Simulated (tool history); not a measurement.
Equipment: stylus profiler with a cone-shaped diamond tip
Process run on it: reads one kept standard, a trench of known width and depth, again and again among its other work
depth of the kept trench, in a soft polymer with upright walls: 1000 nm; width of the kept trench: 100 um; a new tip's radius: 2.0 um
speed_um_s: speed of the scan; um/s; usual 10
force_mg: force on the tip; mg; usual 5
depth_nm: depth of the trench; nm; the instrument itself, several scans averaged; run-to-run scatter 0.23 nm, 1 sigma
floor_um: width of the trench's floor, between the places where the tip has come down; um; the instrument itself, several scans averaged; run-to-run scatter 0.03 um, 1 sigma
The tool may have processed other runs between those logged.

run,hour,speed_um_s,force_mg,depth_nm,floor_um
1,0,10,5,1017.7,93.39
2,14.2,10,5,1017.24,93.42
3,27.7,10,5,1017.29,93.41
4,39.6,10,5,1017.24,93.35
5,52.4,10,4.17,1014.46,93.3
6,65.3,10,4.17,1015.04,93.34
7,74.5,10,5,1017.34,93.3
8,83.1,10,5,1017.42,93.29
9,91.9,10,5,1017.49,93.36
10,99,10,12.9,1035.26,93.29
11,111.2,10,12.9,1035.25,93.33
12,120.8,10,5,1016.86,93.24
13,134.5,20,5,1016.89,93.22
14,147,20,5,1017.55,93.19
15,154.7,20,5,1016.91,93.18
16,166.6,20,5,1016.97,93.17
17,176.3,20,5,1017.03,93.19
18,192.5,10,5,1016.79,93.19
19,208.2,10,2.19,1008.16,93.15
20,220.9,10,2.19,1008.23,93.12
21,230.7,10,2.19,1008.14,93.08
22,244.5,10,5,1016.75,93.12
23,252.1,36,5,1016.52,93.09
24,261.2,12,4.97,1016.82,93.1
25,273.6,12,4.97,1016.81,93.13
26,287.6,4,6.09,1019.85,93.06
27,301.4,6,13.45,1036.46,93.09
28,316.4,3,13.45,1035.95,93.03
29,330.1,3,13.45,1035.88,93.07
30,337.5,3,13.45,1036.22,93.05
31,352.6,9,2.45,1009.1,92.93
32,362.8,9,2.45,1009.39,92.97
33,375.3,9,2.45,1009.52,92.94
34,382.7,10,4.71,1016.42,92.91
35,396.3,18,13.41,1036.16,92.97
36,403.6,2,13.41,1035.72,93.01
37,412.2,18,2.82,1010.25,92.9
38,427.5,10,3.03,1011.31,92.9
39,435.3,10,5.97,1019.35,92.93
40,443.5,12,5,1016.3,92.87
41,452,4,14.6,1037.93,92.9
42,466.5,11,6.3,1019.74,92.85
43,477.4,8,5,1016.76,92.81
44,484.9,6,2.55,1009.1,92.93
45,494.1,6,2.55,1009.64,92.83
46,504.8,5,2.55,1009.37,92.87

Predict each of these 4 candidate next runs independently; none follows another, all start after run 46:
A,514.1,13,2.55,?,?
B,514.1,24,9.3,?,?
C,514.1,15,8.33,?,?
D,514.1,6,4.81,?,?

run,depth_nm,floor_um
A,1009.28,92.77
B,1027.07,92.8
C,1024.64,92.84
D,1015.52,92.88
Without the tool's hidden state the same runs would have given:
run,depth_nm,floor_um
A,1013.18,96.47
B,1031.04,96.5
C,1028.6,96.54
D,1019.45,96.58

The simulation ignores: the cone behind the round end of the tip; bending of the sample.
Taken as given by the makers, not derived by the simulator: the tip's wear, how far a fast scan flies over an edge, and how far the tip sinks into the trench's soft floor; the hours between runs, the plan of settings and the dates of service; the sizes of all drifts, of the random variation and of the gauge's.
